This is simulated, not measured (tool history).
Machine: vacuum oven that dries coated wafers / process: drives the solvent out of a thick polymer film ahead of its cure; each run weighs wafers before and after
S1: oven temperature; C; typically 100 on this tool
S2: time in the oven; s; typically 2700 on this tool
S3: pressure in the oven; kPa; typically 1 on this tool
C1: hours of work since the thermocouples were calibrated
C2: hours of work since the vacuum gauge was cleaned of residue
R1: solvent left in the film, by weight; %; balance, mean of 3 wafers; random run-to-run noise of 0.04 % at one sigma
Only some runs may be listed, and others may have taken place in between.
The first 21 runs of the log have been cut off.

run      day   S1    S2    S3    C1    C2    R1
 22   57.629  100  2700     1   984   622  2.42
 23   59.375  100  2700     1  1002   640  2.47
      61.038  -- oven's thermocouples calibrated
 24   61.975   86  4680  1.63    10   665  3.13
 25   64.904   86  4680  1.63    40   695  3.05
 26   67.308   86  2580  1.63    64   720   6.3
 27   69.775   86  2580  1.63    89   745  6.36
 28   71.475  113  2340  0.63   107   762  0.96
 29   73.354  110  2820  2.48   126   782   1.1
 30   76.475  107  2100  2.48   158   813  2.44
 31    79.35   88  2100   0.5   187   843  6.71
 32   81.729  102  2100   0.5   211   867  3.07
 33   84.846  106  1440  0.62   243   899  4.32
 34   87.308  106  1440  0.62   269   924  4.24
 35   91.067  109  2700  1.73   307   963  1.17
 36   94.867  109  2460  3.13   346  1001  1.66
 37   96.812  100  1440     1   366  1021  5.81
 38  100.546   96  1440  0.98   404  1060  6.85

The next listed run, before its measurement:
 39  104.058  98  1440  1.22  440  1095   ?

R1: 6.31 %
Without the tool's hidden state the same run would have given R1 6.29 %.
